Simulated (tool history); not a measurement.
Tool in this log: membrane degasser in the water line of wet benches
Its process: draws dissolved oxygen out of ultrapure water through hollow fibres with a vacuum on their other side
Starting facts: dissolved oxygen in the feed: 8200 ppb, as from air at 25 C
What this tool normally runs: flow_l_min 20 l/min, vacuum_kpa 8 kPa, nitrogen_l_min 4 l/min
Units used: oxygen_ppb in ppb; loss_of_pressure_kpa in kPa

{"run": 1, "hour": 0.0, "flow_l_min": 20, "vacuum_kpa": 8, "nitrogen_l_min": 4, "oxygen_ppb": 62.1, "loss_of_pressure_kpa": 64.91}
{"run": 2, "hour": 187.8, "flow_l_min": 20, "vacuum_kpa": 8, "nitrogen_l_min": 4, "oxygen_ppb": 62.9, "loss_of_pressure_kpa": 64.75}
{"run": 3, "hour": 315.6, "flow_l_min": 26, "vacuum_kpa": 8, "nitrogen_l_min": 4, "oxygen_ppb": 84.6, "loss_of_pressure_kpa": 84.39}
{"run": 4, "hour": 483.1, "flow_l_min": 20, "vacuum_kpa": 8, "nitrogen_l_min": 4, "oxygen_ppb": 63.7, "loss_of_pressure_kpa": 64.7}
{"run": 5, "hour": 617.9, "flow_l_min": 20, "vacuum_kpa": 8, "nitrogen_l_min": 4, "oxygen_ppb": 63.1, "loss_of_pressure_kpa": 65.3}
{"run": 6, "hour": 718.7, "flow_l_min": 20, "vacuum_kpa": 8, "nitrogen_l_min": 4, "oxygen_ppb": 63.1, "loss_of_pressure_kpa": 64.68}
{"run": 7, "hour": 821.0, "flow_l_min": 20, "vacuum_kpa": 8, "nitrogen_l_min": 2.38, "oxygen_ppb": 102.8, "loss_of_pressure_kpa": 65.18}
{"run": 8, "hour": 938.9, "flow_l_min": 20, "vacuum_kpa": 8, "nitrogen_l_min": 2.38, "oxygen_ppb": 102.6, "loss_of_pressure_kpa": 65.27}
{"run": 9, "hour": 1091.6, "flow_l_min": 20, "vacuum_kpa": 8, "nitrogen_l_min": 2.38, "oxygen_ppb": 101.7, "loss_of_pressure_kpa": 64.72}
{"run": 10, "hour": 1186.5, "flow_l_min": 20, "vacuum_kpa": 8, "nitrogen_l_min": 2.38, "oxygen_ppb": 102.9, "loss_of_pressure_kpa": 64.87}
{"run": 11, "hour": 1277.9, "flow_l_min": 18, "vacuum_kpa": 18.32, "nitrogen_l_min": 3.03, "oxygen_ppb": 220, "loss_of_pressure_kpa": 58.62}

What will run 12 give?
{"run": 12, "hour": 1446.1, "flow_l_min": 26, "vacuum_kpa": 8.31, "nitrogen_l_min": 9.37, "oxygen_ppb": "?", "loss_of_pressure_kpa": "?"}

oxygen_ppb: 43.6 ppb
loss_of_pressure_kpa: 84.99 kPa
Had the tool carried no hidden state, the very same run would have given oxygen_ppb 41.2 ppb, loss_of_pressure_kpa 83.99 kPa.

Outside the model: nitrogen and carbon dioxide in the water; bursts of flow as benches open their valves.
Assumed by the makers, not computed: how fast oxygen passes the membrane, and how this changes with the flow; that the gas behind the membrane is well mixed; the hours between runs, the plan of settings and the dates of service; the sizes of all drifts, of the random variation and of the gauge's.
